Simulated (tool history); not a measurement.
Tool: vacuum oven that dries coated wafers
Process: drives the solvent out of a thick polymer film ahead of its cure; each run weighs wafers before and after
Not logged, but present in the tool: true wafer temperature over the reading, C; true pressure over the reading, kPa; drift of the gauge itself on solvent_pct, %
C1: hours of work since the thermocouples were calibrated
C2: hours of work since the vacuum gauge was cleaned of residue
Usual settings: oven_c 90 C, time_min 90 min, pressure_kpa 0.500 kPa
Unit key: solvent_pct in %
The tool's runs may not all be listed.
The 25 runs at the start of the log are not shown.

run 26 day=38.267 | oven_c=80 time_min=72 pressure_kpa=0.255 | C1=100 C2=1672 | solvent_pct=3.27
run 27 day=39.483 | oven_c=103 time_min=53 pressure_kpa=1.037 | C1=123 C2=1695 | solvent_pct=0.50
run 28 day=40.612 | oven_c=85 time_min=54 pressure_kpa=0.847 | C1=144 C2=1716 | solvent_pct=3.24
run 29 day=41.758 | oven_c=90 time_min=115 pressure_kpa=0.264 | C1=166 C2=1738 | solvent_pct=0.52
run 30 day=43.029 | oven_c=80 time_min=155 pressure_kpa=0.354 | C1=190 C2=1762 | solvent_pct=1.16
run 31 day=44.567 | oven_c=80 time_min=155 pressure_kpa=1.330 | C1=219 C2=1791 | solvent_pct=1.57
run 32 day=45.592 | oven_c=95 time_min=127 pressure_kpa=0.982 | C1=238 C2=1811 | solvent_pct=0.54
run 33 day=47.075 | oven_c=95 time_min=81 pressure_kpa=1.094 | C1=266 C2=1839 | solvent_pct=0.72
run 34 day=48.975 | oven_c=98 time_min=99 pressure_kpa=0.380 | C1=302 C2=1875 | solvent_pct=0.33
run 35 day=49.983 | oven_c=98 time_min=99 pressure_kpa=0.380 | C1=321 C2=1894 | solvent_pct=0.37
run 36 day=52.192 | oven_c=98 time_min=99 pressure_kpa=0.380 | C1=363 C2=1935 | solvent_pct=0.29
run 37 day=53.612 | oven_c=104 time_min=121 pressure_kpa=0.568 | C1=390 C2=1962 | solvent_pct=0.29
run 38 day=55.704 | oven_c=76 time_min=124 pressure_kpa=0.304 | C1=430 C2=2002 | solvent_pct=2.43
run 39 day=56.946 | oven_c=79 time_min=54 pressure_kpa=0.651 | C1=453 C2=2025 | solvent_pct=4.86
run 40 day=58.067 | oven_c=79 time_min=83 pressure_kpa=1.621 | C1=474 C2=2047 | solvent_pct=3.60
run 41 day=59.588 | oven_c=79 time_min=83 pressure_kpa=1.621 | C1=503 C2=2075 | solvent_pct=3.61
run 42 day=61.142 | oven_c=94 time_min=83 pressure_kpa=1.055 | C1=532 C2=2105 | solvent_pct=0.75
run 43 day=62.471 | oven_c=85 time_min=90 pressure_kpa=0.308 | C1=558 C2=2130 | solvent_pct=1.42
run 44 day=64.675 | oven_c=94 time_min=95 pressure_kpa=0.292 | C1=599 C2=2172 | solvent_pct=0.46
run 45 day=65.679 | oven_c=94 time_min=95 pressure_kpa=0.292 | C1=618 C2=2191 | solvent_pct=0.48
run 46 day=66.712 | oven_c=99 time_min=90 pressure_kpa=1.482 | C1=638 C2=2210 | solvent_pct=0.58

Below are 3 alternative next runs, each starting from the tool's condition after run 46. Predict each:
run A day=67.679 | oven_c=87 time_min=70 pressure_kpa=1.482 | C1=656 C2=2228 | solvent_pct=?
run B day=67.679 | oven_c=81 time_min=112 pressure_kpa=1.482 | C1=656 C2=2228 | solvent_pct=?
run C day=67.679 | oven_c=77 time_min=78 pressure_kpa=0.296 | C1=656 C2=2228 | solvent_pct=?

run=A solvent_pct=2.08
run=B solvent_pct=2.12
run=C solvent_pct=3.77
With the hidden condition removed and each run's random variation left untouched, the same runs would have given:
run=A solvent_pct=1.82
run=B solvent_pct=1.76
run=C solvent_pct=3.46
